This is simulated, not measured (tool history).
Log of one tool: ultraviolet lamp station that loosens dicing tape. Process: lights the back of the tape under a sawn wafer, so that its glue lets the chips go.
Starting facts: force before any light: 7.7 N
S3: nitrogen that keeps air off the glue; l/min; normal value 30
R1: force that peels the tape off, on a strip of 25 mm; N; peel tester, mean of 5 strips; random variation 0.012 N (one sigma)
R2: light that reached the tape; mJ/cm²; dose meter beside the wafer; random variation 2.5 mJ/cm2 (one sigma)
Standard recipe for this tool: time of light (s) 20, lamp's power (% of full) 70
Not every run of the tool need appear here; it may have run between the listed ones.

Run 1, hour 0.0: usual settings. Result: R1 0.562 N, R2 299 mJ/cm².
Run 2, hour 16.6: usual settings. Result: R1 0.577 N, R2 302 mJ/cm².
Run 3, hour 28.3: usual settings. Result: R1 0.562 N, R2 300 mJ/cm².
Run 4, hour 54.2: usual settings. Result: R1 0.550 N, R2 301 mJ/cm².
Run 5, hour 69.2: usual settings but time of light (s) 14. Result: R1 1.135 N, R2 210 mJ/cm².
Run 6, hour 95.4: usual settings. Result: R1 0.538 N, R2 304 mJ/cm².
Run 7, hour 121.0: usual settings but time of light (s) 11, lamp's power (% of full) 87. Result: R1 1.139 N, R2 203 mJ/cm².
Run 8, hour 138.8: usual settings but time of light (s) 12, lamp's power (% of full) 65. Result: R1 1.649 N, R2 169 mJ/cm².
Run 9, hour 157.5: usual settings but time of light (s) 12, lamp's power (% of full) 65. Result: R1 1.701 N, R2 163 mJ/cm².
Run 10, hour 174.0: usual settings but time of light (s) 11, lamp's power (% of full) 77, S3 56 l/min. Result: R1 1.051 N, R2 180 mJ/cm².
Run 11, hour 190.6: usual settings but time of light (s) 12, S3 31 l/min. Result: R1 1.438 N, R2 178 mJ/cm².
Run 12, hour 204.7: usual settings but lamp's power (% of full) 79, S3 11 l/min. Result: R1 0.928 N, R2 340 mJ/cm².

Each row is a separate what-if for the run after 12, all from the same tool condition, not one after another. Results?
Run A, hour 220.2: usual settings but lamp's power (% of full) 77, S3 23 l/min. Result: R1 ?, R2 ?.
Run B, hour 220.2: usual settings but lamp's power (% of full) 73, S3 14 l/min. Result: R1 ?, R2 ?.
Run C, hour 220.2: usual settings but lamp's power (% of full) 76, S3 33 l/min. Result: R1 ?, R2 ?.
Run D, hour 220.2: usual settings but time of light (s) 10, lamp's power (% of full) 79, S3 39 l/min. Result: R1 ?, R2 ?.
Run E, hour 220.2: usual settings but lamp's power (% of full) 80. Result: R1 ?, R2 ?.

run     R1   R2
  A  0.571  327
  B  0.900  312
  C  0.449  324
  D  1.407  169
  E  0.424  345
Without the tool's unlogged condition, the same runs would have read:
run     R1   R2
  A  0.570  328
  B  0.898  312
  C  0.448  325
  D  1.404  169
  E  0.423  346

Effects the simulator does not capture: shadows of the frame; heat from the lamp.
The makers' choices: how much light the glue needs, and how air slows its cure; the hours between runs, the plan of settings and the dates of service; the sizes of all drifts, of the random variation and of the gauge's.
